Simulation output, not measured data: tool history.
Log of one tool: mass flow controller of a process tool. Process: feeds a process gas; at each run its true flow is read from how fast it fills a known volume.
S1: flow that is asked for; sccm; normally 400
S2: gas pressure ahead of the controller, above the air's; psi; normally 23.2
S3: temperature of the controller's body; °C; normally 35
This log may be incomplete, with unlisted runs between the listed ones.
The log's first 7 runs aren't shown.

run 8 hour=716.2 | S1=426 S2=23.2 S3=35 | true_flow_(%)=98.96
run 9 hour=825.6 | S1=426 S2=26.7 S3=35 | true_flow_(%)=99.03
run 10 hour=924.0 | S1=426 S2=26.7 S3=35 | true_flow_(%)=98.84
run 11 hour=1028.4 | S1=400 S2=37.6 S3=35 | true_flow_(%)=98.81
run 12 hour=1119.9 | S1=400 S2=37.6 S3=35 | true_flow_(%)=98.80
run 13 hour=1230.8 | S1=400 S2=37.6 S3=35 | true_flow_(%)=98.77
run 14 hour=1332.4 | S1=72 S2=23.2 S3=35 | true_flow_(%)=94.06
run 15 hour=1393.3 | S1=72 S2=23.2 S3=35 | true_flow_(%)=94.04
run 16 hour=1472.3 | S1=72 S2=23.2 S3=35 | true_flow_(%)=93.88
run 17 hour=1592.9 | S1=72 S2=23.2 S3=35 | true_flow_(%)=93.82
run 18 hour=1683.8 | S1=275 S2=31.8 S3=31 | true_flow_(%)=97.29
run 19 hour=1755.9 | S1=275 S2=31.8 S3=31 | true_flow_(%)=97.26

Predict the results of run 20:
run 20 hour=1872.6 | S1=114 S2=40.3 S3=35 | true_flow_(%)=?

Run 20 measured true flow (%) 94.91.
Minus the tool's unlogged condition, the same run would have read true flow (%) 97.80.
